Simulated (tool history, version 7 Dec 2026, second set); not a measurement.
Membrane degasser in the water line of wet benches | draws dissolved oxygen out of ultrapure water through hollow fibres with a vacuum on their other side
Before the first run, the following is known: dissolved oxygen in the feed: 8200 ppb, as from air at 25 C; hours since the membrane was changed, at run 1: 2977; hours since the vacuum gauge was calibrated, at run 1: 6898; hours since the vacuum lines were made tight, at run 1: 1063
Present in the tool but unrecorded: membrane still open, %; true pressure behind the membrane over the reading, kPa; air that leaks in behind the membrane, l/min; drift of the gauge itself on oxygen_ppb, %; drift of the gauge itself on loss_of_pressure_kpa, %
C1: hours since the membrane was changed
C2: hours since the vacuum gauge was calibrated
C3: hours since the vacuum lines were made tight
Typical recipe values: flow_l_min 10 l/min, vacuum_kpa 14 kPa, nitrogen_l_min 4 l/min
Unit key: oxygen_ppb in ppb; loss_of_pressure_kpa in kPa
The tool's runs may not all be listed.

Run 1, hour 0: usual settings; C1 2977; C2 6898; C3 1063. Result: oxygen_ppb 226.2 ppb, loss_of_pressure_kpa 44.19 kPa.
At hour 150.7: vacuum gauge calibrated.
Run 2, hour 189: usual settings; C1 3166; C2 38; C3 1252. Result: oxygen_ppb 229.3 ppb, loss_of_pressure_kpa 44.18 kPa.
Run 3, hour 436.1: usual settings; C1 3413; C2 285; C3 1499. Result: oxygen_ppb 222.7 ppb, loss_of_pressure_kpa 43.9 kPa.
Run 4, hour 694.4: usual settings; C1 3671; C2 544; C3 1757. Result: oxygen_ppb 229.7 ppb, loss_of_pressure_kpa 44.15 kPa.
Run 5, hour 907.7: usual settings; C1 3884; C2 757; C3 1971. Result: oxygen_ppb 227.9 ppb, loss_of_pressure_kpa 44.11 kPa.
Run 6, hour 1223.5: usual settings but vacuum_kpa 12 kPa; C1 4200; C2 1073; C3 2286. Result: oxygen_ppb 217 ppb, loss_of_pressure_kpa 44.52 kPa.
Run 7, hour 1527: usual settings but vacuum_kpa 12 kPa; C1 4504; C2 1376; C3 2590. Result: oxygen_ppb 220.7 ppb, loss_of_pressure_kpa 44.28 kPa.
Run 8, hour 1812.3: usual settings but vacuum_kpa 12 kPa; C1 4789; C2 1662; C3 2875. Result: oxygen_ppb 215.7 ppb, loss_of_pressure_kpa 44.78 kPa.
Run 9, hour 1947.9: usual settings but vacuum_kpa 8.8 kPa; C1 4925; C2 1797; C3 3011. Result: oxygen_ppb 199.1 ppb, loss_of_pressure_kpa 44.4 kPa.
Run 10, hour 2261.5: usual settings but vacuum_kpa 8.8 kPa; C1 5238; C2 2111; C3 3325. Result: oxygen_ppb 201.8 ppb, loss_of_pressure_kpa 44.46 kPa.
Run 11, hour 2429.7: usual settings but vacuum_kpa 8.8 kPa; C1 5406; C2 2279; C3 3493. Result: oxygen_ppb 203.5 ppb, loss_of_pressure_kpa 44.21 kPa.
Run 12, hour 2593.1: usual settings but vacuum_kpa 8.8 kPa; C1 5570; C2 2442; C3 3656. Result: oxygen_ppb 204.5 ppb, loss_of_pressure_kpa 44.63 kPa.
Run 13, hour 2744.6: usual settings but vacuum_kpa 8.8 kPa; C1 5721; C2 2594; C3 3808. Result: oxygen_ppb 204.2 ppb, loss_of_pressure_kpa 44.98 kPa.
Run 14, hour 3055.4: usual settings but flow_l_min 11 l/min, vacuum_kpa 8.6 kPa, nitrogen_l_min 6.6 l/min; C1 6032; C2 2905; C3 4118. Result: oxygen_ppb 230.6 ppb, loss_of_pressure_kpa 49.4 kPa.
Run 15, hour 3183.2: usual settings but flow_l_min 11 l/min, vacuum_kpa 26.7 kPa, nitrogen_l_min 6.6 l/min; C1 6160; C2 3032; C3 4246. Result: oxygen_ppb 301.9 ppb, loss_of_pressure_kpa 49.41 kPa.
Run 16, hour 3343.7: usual settings but flow_l_min 9 l/min, vacuum_kpa 26.7 kPa, nitrogen_l_min 6.6 l/min; C1 6321; C2 3193; C3 4407. Result: oxygen_ppb 217.6 ppb, loss_of_pressure_kpa 40.47 kPa.
Run 17, hour 3648.3: usual settings but flow_l_min 13 l/min, vacuum_kpa 20.4 kPa; C1 6625; C2 3498; C3 4711. Result: oxygen_ppb 421.1 ppb, loss_of_pressure_kpa 58.27 kPa.
Run 18, hour 3852.1: usual settings but flow_l_min 13 l/min, vacuum_kpa 20.4 kPa; C1 6829; C2 3701; C3 4915. Result: oxygen_ppb 417.9 ppb, loss_of_pressure_kpa 58.46 kPa.
Run 19, hour 4025.8: usual settings but flow_l_min 13 l/min, vacuum_kpa 14.3 kPa, nitrogen_l_min 2.18 l/min; C1 7003; C2 3875; C3 5089. Result: oxygen_ppb 444.1 ppb, loss_of_pressure_kpa 58.15 kPa.
Run 20, hour 4289: usual settings but vacuum_kpa 12.8 kPa, nitrogen_l_min 10.76 l/min; C1 7266; C2 4138; C3 5352. Result: oxygen_ppb 199.9 ppb, loss_of_pressure_kpa 45.26 kPa.
Run 21, hour 4597.1: usual settings but flow_l_min 8 l/min, vacuum_kpa 12.2 kPa, nitrogen_l_min 4.34 l/min; C1 7574; C2 4446; C3 5660. Result: oxygen_ppb 150.2 ppb, loss_of_pressure_kpa 36.12 kPa.
Run 22, hour 4810.6: usual settings but flow_l_min 8 l/min, vacuum_kpa 12.2 kPa, nitrogen_l_min 4.34 l/min; C1 7787; C2 4660; C3 5874. Result: oxygen_ppb 154.5 ppb, loss_of_pressure_kpa 36.19 kPa.
Run 23, hour 5113.1: usual settings but flow_l_min 15 l/min, vacuum_kpa 13.5 kPa; C1 8090; C2 4962; C3 6176. Result: oxygen_ppb 469.6 ppb, loss_of_pressure_kpa 67.74 kPa.

How would selected steps in oxygen_ppb from run to run divide? Give the signed amount a tool lacking its hidden state would still show from settings, what came in and random variation, and the signed amount left for the hidden state, including any gauge scatter that is not in both of the compared results.
Run 16 -> 17: flow_l_min 9 -> 13, vacuum_kpa 26.7 -> 20.4, nitrogen_l_min 6.6 -> 4. oxygen_ppb +203.5 ppb: hidden state +16, all else +187.5.
Run 19 -> 20: flow_l_min 13 -> 10, vacuum_kpa 14.3 -> 12.8, nitrogen_l_min 2.18 -> 10.76. oxygen_ppb -244.2 ppb: hidden state -14.7, all else -229.5.
Run 22 -> 23: flow_l_min 8 -> 15, vacuum_kpa 12.2 -> 13.5, nitrogen_l_min 4.34 -> 4. oxygen_ppb +315.1 ppb: hidden state +31, all else +284.1.
